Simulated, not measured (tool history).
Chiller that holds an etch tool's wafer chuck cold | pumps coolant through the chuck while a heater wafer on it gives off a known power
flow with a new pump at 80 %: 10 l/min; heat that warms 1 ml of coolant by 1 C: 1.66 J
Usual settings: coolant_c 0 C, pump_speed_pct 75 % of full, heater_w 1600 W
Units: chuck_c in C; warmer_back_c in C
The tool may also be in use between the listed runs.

{"run": 1, "hour": 0.0, "coolant_c": 0, "pump_speed_pct": 75, "heater_w": 1600, "chuck_c": 12.4, "warmer_back_c": 6.63}
{"run": 2, "hour": 145.0, "coolant_c": 0, "pump_speed_pct": 75, "heater_w": 1600, "chuck_c": 12.7, "warmer_back_c": 6.67}
{"run": 3, "hour": 287.4, "coolant_c": 0, "pump_speed_pct": 75, "heater_w": 1600, "chuck_c": 12.4, "warmer_back_c": 6.66}
{"run": 4, "hour": 452.4, "coolant_c": 0, "pump_speed_pct": 95, "heater_w": 1600, "chuck_c": 11.0, "warmer_back_c": 5.16}
{"run": 5, "hour": 610.3, "coolant_c": 0, "pump_speed_pct": 97, "heater_w": 1600, "chuck_c": 10.9, "warmer_back_c": 5.19}
{"run": 6, "hour": 745.8, "coolant_c": -9, "pump_speed_pct": 75, "heater_w": 1600, "chuck_c": 3.8, "warmer_back_c": 6.76}
{"run": 7, "hour": 919.6, "coolant_c": -9, "pump_speed_pct": 75, "heater_w": 1600, "chuck_c": 4.0, "warmer_back_c": 6.77}
{"run": 8, "hour": 1011.7, "coolant_c": -9, "pump_speed_pct": 75, "heater_w": 868, "chuck_c": -2.0, "warmer_back_c": 3.66}
{"run": 9, "hour": 1170.5, "coolant_c": -9, "pump_speed_pct": 75, "heater_w": 868, "chuck_c": -1.9, "warmer_back_c": 3.7}
{"run": 10, "hour": 1351.7, "coolant_c": -9, "pump_speed_pct": 75, "heater_w": 868, "chuck_c": -1.9, "warmer_back_c": 3.76}
{"run": 11, "hour": 1533.0, "coolant_c": -9, "pump_speed_pct": 97, "heater_w": 868, "chuck_c": -3.0, "warmer_back_c": 2.88}
{"run": 12, "hour": 1616.3, "coolant_c": -8, "pump_speed_pct": 75, "heater_w": 1600, "chuck_c": 5.6, "warmer_back_c": 6.98}
{"hour": 1652.8, "done": "chiller's thermometer calibrated"}
{"run": 13, "hour": 1768.9, "coolant_c": 0, "pump_speed_pct": 75, "heater_w": 1600, "chuck_c": 14.0, "warmer_back_c": 6.96}
{"run": 14, "hour": 1897.6, "coolant_c": 0, "pump_speed_pct": 75, "heater_w": 1600, "chuck_c": 14.0, "warmer_back_c": 6.98}
{"run": 15, "hour": 2009.5, "coolant_c": 0, "pump_speed_pct": 75, "heater_w": 1600, "chuck_c": 14.1, "warmer_back_c": 7.1}
{"run": 16, "hour": 2131.9, "coolant_c": 0, "pump_speed_pct": 68, "heater_w": 1600, "chuck_c": 15.1, "warmer_back_c": 7.81}
{"hour": 2147.8, "done": "coolant changed, channels flushed"}
{"run": 17, "hour": 2214.7, "coolant_c": -6, "pump_speed_pct": 86, "heater_w": 1600, "chuck_c": 5.4, "warmer_back_c": 6.16}
{"run": 18, "hour": 2304.8, "coolant_c": -6, "pump_speed_pct": 75, "heater_w": 1600, "chuck_c": 6.5, "warmer_back_c": 7.18}
{"run": 19, "hour": 2400.2, "coolant_c": -6, "pump_speed_pct": 75, "heater_w": 1600, "chuck_c": 6.6, "warmer_back_c": 7.18}
{"run": 20, "hour": 2544.7, "coolant_c": -9, "pump_speed_pct": 72, "heater_w": 1112, "chuck_c": 0.2, "warmer_back_c": 5.24}
{"run": 21, "hour": 2662.3, "coolant_c": 0, "pump_speed_pct": 79, "heater_w": 1207, "chuck_c": 9.2, "warmer_back_c": 5.18}
{"run": 22, "hour": 2842.4, "coolant_c": 0, "pump_speed_pct": 79, "heater_w": 1207, "chuck_c": 9.4, "warmer_back_c": 5.23}
{"run": 23, "hour": 3022.0, "coolant_c": 0, "pump_speed_pct": 88, "heater_w": 1207, "chuck_c": 8.6, "warmer_back_c": 4.78}
{"run": 24, "hour": 3177.2, "coolant_c": 0, "pump_speed_pct": 88, "heater_w": 1207, "chuck_c": 8.7, "warmer_back_c": 4.66}
{"run": 25, "hour": 3280.2, "coolant_c": 0, "pump_speed_pct": 88, "heater_w": 1207, "chuck_c": 8.9, "warmer_back_c": 4.69}
{"run": 26, "hour": 3402.0, "coolant_c": 0, "pump_speed_pct": 88, "heater_w": 1207, "chuck_c": 8.7, "warmer_back_c": 4.79}
{"run": 27, "hour": 3510.4, "coolant_c": -10, "pump_speed_pct": 74, "heater_w": 972, "chuck_c": -1.9, "warmer_back_c": 4.62}
{"run": 28, "hour": 3661.9, "coolant_c": 0, "pump_speed_pct": 63, "heater_w": 2064, "chuck_c": 19.5, "warmer_back_c": 11.52}
{"hour": 3802.3, "done": "chiller's thermometer calibrated"}
{"run": 29, "hour": 3804.7, "coolant_c": 0, "pump_speed_pct": 63, "heater_w": 2064, "chuck_c": 19.8, "warmer_back_c": 11.66}
{"run": 30, "hour": 3974.3, "coolant_c": -5, "pump_speed_pct": 92, "heater_w": 1711, "chuck_c": 8.0, "warmer_back_c": 6.64}
{"run": 31, "hour": 4072.7, "coolant_c": 2, "pump_speed_pct": 95, "heater_w": 1711, "chuck_c": 14.7, "warmer_back_c": 6.5}

Measured less the same run without the tool's hidden state. The same run-to-run variation is in both; the gauge's scatter may not be:
The hidden state here: heat passed by the chuck's channels, % of clean ones'; flow at a given pump speed, % of a new pump's; coolant's true temperature over the reading, C; drift of the gauge itself on chuck_c, C; drift of the gauge itself on warmer_back_c, C.
run=1 chuck_c=+1.1 warmer_back_c=+0.39
run=2 chuck_c=+1.2 warmer_back_c=+0.43
run=3 chuck_c=+1.2 warmer_back_c=+0.46
run=4 chuck_c=+1.2 warmer_back_c=+0.40
run=5 chuck_c=+1.3 warmer_back_c=+0.42
run=6 chuck_c=+1.5 warmer_back_c=+0.57
run=7 chuck_c=+1.6 warmer_back_c=+0.62
run=8 chuck_c=+0.8 warmer_back_c=+0.35
run=9 chuck_c=+0.9 warmer_back_c=+0.38
run=10 chuck_c=+0.9 warmer_back_c=+0.40
run=11 chuck_c=+0.8 warmer_back_c=+0.33
run=12 chuck_c=+2.1 warmer_back_c=+0.80
run=13 chuck_c=+2.4 warmer_back_c=+0.84
run=14 chuck_c=+2.5 warmer_back_c=+0.88
run=15 chuck_c=+2.7 warmer_back_c=+0.90
run=16 chuck_c=+2.9 warmer_back_c=+1.03
run=17 chuck_c=+1.0 warmer_back_c=+0.83
run=18 chuck_c=+1.2 warmer_back_c=+0.99
run=19 chuck_c=+1.2 warmer_back_c=+1.01
run=20 chuck_c=+0.9 warmer_back_c=+0.76
run=21 chuck_c=+0.9 warmer_back_c=+0.78
run=22 chuck_c=+1.0 warmer_back_c=+0.81
run=23 chuck_c=+1.0 warmer_back_c=+0.76
run=24 chuck_c=+1.1 warmer_back_c=+0.79
run=25 chuck_c=+1.0 warmer_back_c=+0.81
run=26 chuck_c=+1.1 warmer_back_c=+0.84
run=27 chuck_c=+1.0 warmer_back_c=+0.82
run=28 chuck_c=+3.0 warmer_back_c=+2.12
run=29 chuck_c=+3.3 warmer_back_c=+2.19
run=30 chuck_c=+2.3 warmer_back_c=+1.30
run=31 chuck_c=+2.3 warmer_back_c=+1.28

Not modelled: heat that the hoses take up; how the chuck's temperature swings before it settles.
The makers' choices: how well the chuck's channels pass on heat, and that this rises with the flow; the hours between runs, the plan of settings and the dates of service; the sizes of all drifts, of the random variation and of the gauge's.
